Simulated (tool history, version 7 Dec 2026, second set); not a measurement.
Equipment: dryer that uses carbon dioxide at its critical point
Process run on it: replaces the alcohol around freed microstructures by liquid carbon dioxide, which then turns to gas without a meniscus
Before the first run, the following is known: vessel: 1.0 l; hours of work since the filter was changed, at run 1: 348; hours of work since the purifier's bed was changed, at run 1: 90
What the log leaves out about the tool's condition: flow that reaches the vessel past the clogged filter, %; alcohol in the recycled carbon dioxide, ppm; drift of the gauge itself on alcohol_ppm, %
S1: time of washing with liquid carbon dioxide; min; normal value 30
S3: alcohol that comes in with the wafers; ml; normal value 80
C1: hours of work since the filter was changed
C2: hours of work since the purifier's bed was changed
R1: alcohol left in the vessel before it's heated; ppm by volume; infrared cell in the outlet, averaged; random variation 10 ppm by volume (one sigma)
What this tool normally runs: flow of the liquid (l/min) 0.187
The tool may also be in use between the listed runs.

run 1 hour=0.0 | S1=30 flow_of_the_liquid_(l/min)=0.187 S3=80 | C1=348 C2=90 | R1=822
run 2 hour=47.9 | S1=30 flow_of_the_liquid_(l/min)=0.187 S3=80 | C1=376 C2=118 | R1=863
run 3 hour=94.4 | S1=30 flow_of_the_liquid_(l/min)=0.187 S3=80 | C1=403 C2=146 | R1=883
run 4 hour=142.8 | S1=30 flow_of_the_liquid_(l/min)=0.187 S3=80 | C1=432 C2=174 | R1=910
-- hour=169.0 inlet filter changed
run 5 hour=189.7 | S1=30 flow_of_the_liquid_(l/min)=0.187 S3=80 | C1=12 C2=201 | R1=647
run 6 hour=212.0 | S1=30 flow_of_the_liquid_(l/min)=0.187 S3=80 | C1=25 C2=214 | R1=662
run 7 hour=249.1 | S1=30 flow_of_the_liquid_(l/min)=0.187 S3=80 | C1=47 C2=235 | R1=678
run 8 hour=297.6 | S1=30 flow_of_the_liquid_(l/min)=0.187 S3=80 | C1=75 C2=264 | R1=694
run 9 hour=323.8 | S1=30 flow_of_the_liquid_(l/min)=0.187 S3=80 | C1=90 C2=279 | R1=716
run 10 hour=357.7 | S1=30 flow_of_the_liquid_(l/min)=0.187 S3=80 | C1=110 C2=299 | R1=714
run 11 hour=399.1 | S1=30 flow_of_the_liquid_(l/min)=0.187 S3=80 | C1=134 C2=323 | R1=734
run 12 hour=420.0 | S1=30 flow_of_the_liquid_(l/min)=0.147 S3=80 | C1=147 C2=335 | R1=2022
run 13 hour=460.2 | S1=30 flow_of_the_liquid_(l/min)=0.264 S3=80 | C1=170 C2=359 | R1=157
run 14 hour=509.6 | S1=30 flow_of_the_liquid_(l/min)=0.187 S3=34 | C1=199 C2=387 | R1=367
run 15 hour=540.3 | S1=42 flow_of_the_liquid_(l/min)=0.215 S3=24 | C1=217 C2=405 | R1=81
run 16 hour=565.2 | S1=42 flow_of_the_liquid_(l/min)=0.215 S3=24 | C1=231 C2=420 | R1=77
run 17 hour=591.4 | S1=24 flow_of_the_liquid_(l/min)=0.166 S3=102 | C1=247 C2=435 | R1=3804
run 18 hour=621.8 | S1=24 flow_of_the_liquid_(l/min)=0.166 S3=102 | C1=264 C2=453 | R1=3950
run 19 hour=649.6 | S1=24 flow_of_the_liquid_(l/min)=0.166 S3=102 | C1=281 C2=469 | R1=3986
run 20 hour=672.5 | S1=24 flow_of_the_liquid_(l/min)=0.165 S3=83 | C1=294 C2=482 | R1=3276
run 21 hour=696.5 | S1=33 flow_of_the_liquid_(l/min)=0.126 S3=41 | C1=308 C2=496 | R1=1522
run 22 hour=722.3 | S1=28 flow_of_the_liquid_(l/min)=0.204 S3=80 | C1=323 C2=512 | R1=810
run 23 hour=751.9 | S1=28 flow_of_the_liquid_(l/min)=0.204 S3=80 | C1=340 C2=529 | R1=834
run 24 hour=799.7 | S1=28 flow_of_the_liquid_(l/min)=0.204 S3=80 | C1=368 C2=557 | R1=849
run 25 hour=841.4 | S1=40 flow_of_the_liquid_(l/min)=0.187 S3=36 | C1=393 C2=581 | R1=167
run 26 hour=866.4 | S1=40 flow_of_the_liquid_(l/min)=0.187 S3=36 | C1=407 C2=596 | R1=171

Some steps in R1 between neighbouring runs. How much of each would the tool show without its hidden state too (settings, what came in, random variation), and how much is left for the hidden state, with any gauge scatter that isn't in both results?
Run 12 -> 13: flow of the liquid (l/min) 0.147 -> 0.264. R1 -1865 ppm by volume: hidden state -235, all else -1630.
Run 16 -> 17: S1 42 -> 24, flow of the liquid (l/min) 0.215 -> 0.166, S3 24 -> 102. R1 +3727 ppm by volume: hidden state +643, all else +3084.
Run 20 -> 21: S1 24 -> 33, flow of the liquid (l/min) 0.165 -> 0.126, S3 83 -> 41. R1 -1754 ppm by volume: hidden state -321, all else -1433.
